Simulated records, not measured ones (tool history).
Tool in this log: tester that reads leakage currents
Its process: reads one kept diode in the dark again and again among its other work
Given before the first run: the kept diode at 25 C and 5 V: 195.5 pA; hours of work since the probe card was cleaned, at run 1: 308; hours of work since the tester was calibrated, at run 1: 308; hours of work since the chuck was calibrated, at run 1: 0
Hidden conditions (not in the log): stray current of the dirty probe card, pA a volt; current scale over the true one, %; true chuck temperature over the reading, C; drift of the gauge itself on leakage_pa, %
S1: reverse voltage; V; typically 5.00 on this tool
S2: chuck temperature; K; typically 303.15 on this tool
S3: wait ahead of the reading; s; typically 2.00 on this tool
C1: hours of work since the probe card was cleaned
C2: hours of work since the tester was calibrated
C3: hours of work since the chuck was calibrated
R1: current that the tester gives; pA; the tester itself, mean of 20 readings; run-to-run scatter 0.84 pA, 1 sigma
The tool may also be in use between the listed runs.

Run 1, hour 0.0: usual settings; C1 308; C2 308; C3 0. Result: R1 282.68 pA.
Run 2, hour 66.0: usual settings but S1 1.01 V; C1 343; C2 343; C3 35. Result: R1 157.76 pA.
Run 3, hour 130.7: usual settings but S1 1.01 V; C1 377; C2 377; C3 70. Result: R1 159.24 pA.
Run 4, hour 162.7: usual settings but S1 1.01 V; C1 395; C2 395; C3 87. Result: R1 158.56 pA.
Run 5, hour 212.6: usual settings but S1 1.01 V; C1 421; C2 421; C3 114. Result: R1 158.65 pA.
Run 6, hour 273.7: usual settings but S1 1.01 V; C1 454; C2 454; C3 146. Result: R1 159.10 pA.
Run 7, hour 306.1: usual settings; C1 471; C2 471; C3 163. Result: R1 282.93 pA.
Run 8, hour 354.4: usual settings; C1 497; C2 497; C3 189. Result: R1 285.47 pA.
Run 9, hour 397.3: usual settings; C1 520; C2 520; C3 212. Result: R1 285.15 pA.
Run 10, hour 453.4: usual settings; C1 550; C2 550; C3 242. Result: R1 286.75 pA.
Run 11, hour 516.7: usual settings; C1 584; C2 584; C3 276. Result: R1 287.49 pA.
Run 12, hour 569.9: usual settings; C1 612; C2 612; C3 304. Result: R1 287.06 pA.
Run 13, hour 613.5: usual settings; C1 635; C2 635; C3 328. Result: R1 286.20 pA.
Run 14, hour 662.7: usual settings; C1 661; C2 661; C3 354. Result: R1 287.60 pA.
Run 15, hour 710.0: usual settings; C1 687; C2 687; C3 379. Result: R1 290.04 pA.
Run 16, hour 766.0: usual settings but S2 310.15 K; C1 717; C2 717; C3 409. Result: R1 467.45 pA.
Run 17, hour 807.3: usual settings but S2 310.15 K, S3 1.82 s; C1 739; C2 739; C3 431. Result: R1 466.08 pA.
At hour 813.5: tester calibrated.
Run 18, hour 871.6: usual settings but S2 310.15 K, S3 1.82 s; C1 772; C2 31; C3 464. Result: R1 470.04 pA.
Run 19, hour 938.5: usual settings but S2 310.15 K, S3 1.82 s; C1 808; C2 67; C3 500. Result: R1 468.95 pA.
Run 20, hour 970.7: usual settings but S2 310.15 K, S3 1.82 s; C1 825; C2 84; C3 517. Result: R1 468.81 pA.
Run 21, hour 1024.0: usual settings but S1 2.76 V, S2 298.15 K, S3 6.54 s; C1 853; C2 112; C3 546. Result: R1 164.66 pA.
Run 22, hour 1061.1: usual settings but S1 2.76 V, S2 315.15 K, S3 5.05 s; C1 873; C2 132; C3 565. Result: R1 527.85 pA.
Run 23, hour 1110.7: usual settings but S1 2.76 V, S2 315.15 K, S3 5.05 s; C1 900; C2 159; C3 592. Result: R1 528.39 pA.
Run 24, hour 1154.9: usual settings but S1 4.71 V, S2 315.15 K, S3 0.95 s; C1 923; C2 182; C3 616. Result: R1 641.68 pA.
At hour 1178.1: tester calibrated, once more.
Run 25, hour 1211.8: usual settings but S1 8.18 V, S2 305.15 K; C1 952; C2 18; C3 645. Result: R1 404.70 pA.
Run 26, hour 1247.9: usual settings but S1 8.18 V, S2 305.15 K; C1 972; C2 37; C3 664. Result: R1 405.99 pA.
Run 27, hour 1310.8: usual settings but S1 2.53 V, S2 313.15 K, S3 6.24 s; C1 1005; C2 71; C3 698. Result: R1 452.48 pA.
Run 28, hour 1374.4: usual settings but S1 5.04 V, S2 296.15 K, S3 1.81 s; C1 1039; C2 105; C3 732. Result: R1 183.15 pA.
Run 29, hour 1434.6: usual settings but S1 5.04 V, S2 296.15 K, S3 1.81 s; C1 1071; C2 137; C3 764. Result: R1 181.93 pA.
Run 30, hour 1462.8: usual settings but S1 2.79 V, S2 329.15 K, S3 1.66 s; C1 1086; C2 152; C3 779. Result: R1 1287.72 pA.
Run 31, hour 1510.6: usual settings but S1 3.88 V, S3 7.70 s; C1 1112; C2 177; C3 804. Result: R1 272.07 pA.
Run 32, hour 1573.1: usual settings but S2 313.15 K; C1 1145; C2 211; C3 838. Result: R1 588.54 pA.
Run 33, hour 1600.6: usual settings but S2 313.15 K; C1 1160; C2 226; C3 852. Result: R1 586.44 pA.
Run 34, hour 1658.1: usual settings but S2 313.15 K; C1 1191; C2 256; C3 883. Result: R1 588.40 pA.
Run 35, hour 1689.6: usual settings but S1 4.00 V, S2 304.15 K, S3 0.37 s; C1 1208; C2 273; C3 900. Result: R1 299.44 pA.
Run 36, hour 1751.7: usual settings but S1 4.00 V, S2 304.15 K, S3 0.37 s; C1 1241; C2 306; C3 933. Result: R1 299.76 pA.
Run 37, hour 1813.1: usual settings but S1 4.00 V, S2 304.15 K, S3 0.37 s; C1 1273; C2 339; C3 966. Result: R1 302.57 pA.

Forecast each of these 5 alternatives for the next run:
Run A, hour 1880.5: usual settings but S1 2.93 V, S2 322.15 K, S3 0.51 s; C1 1309; C2 375; C3 1002. Result: R1 ?.
Run B, hour 1880.5: usual settings but S1 4.00 V, S2 302.15 K, S3 0.37 s; C1 1309; C2 375; C3 1002. Result: R1 ?.
Run C, hour 1880.5: usual settings but S1 1.50 V, S2 304.15 K, S3 4.11 s; C1 1309; C2 375; C3 1002. Result: R1 ?.
Run D, hour 1880.5: usual settings but S1 12.46 V, S2 329.15 K, S3 1.20 s; C1 1309; C2 375; C3 1002. Result: R1 ?.
Run E, hour 1880.5: usual settings but S1 2.37 V, S2 301.15 K; C1 1309; C2 375; C3 1002. Result: R1 ?.

run       R1
  A   867.91
  B   262.26
  C   209.08
  D  2231.59
  E   200.15
Had the tool no hidden state, the same runs would have come out as:
run       R1
  A   818.17
  B   243.25
  C   195.16
  D  2105.14
  E   185.91
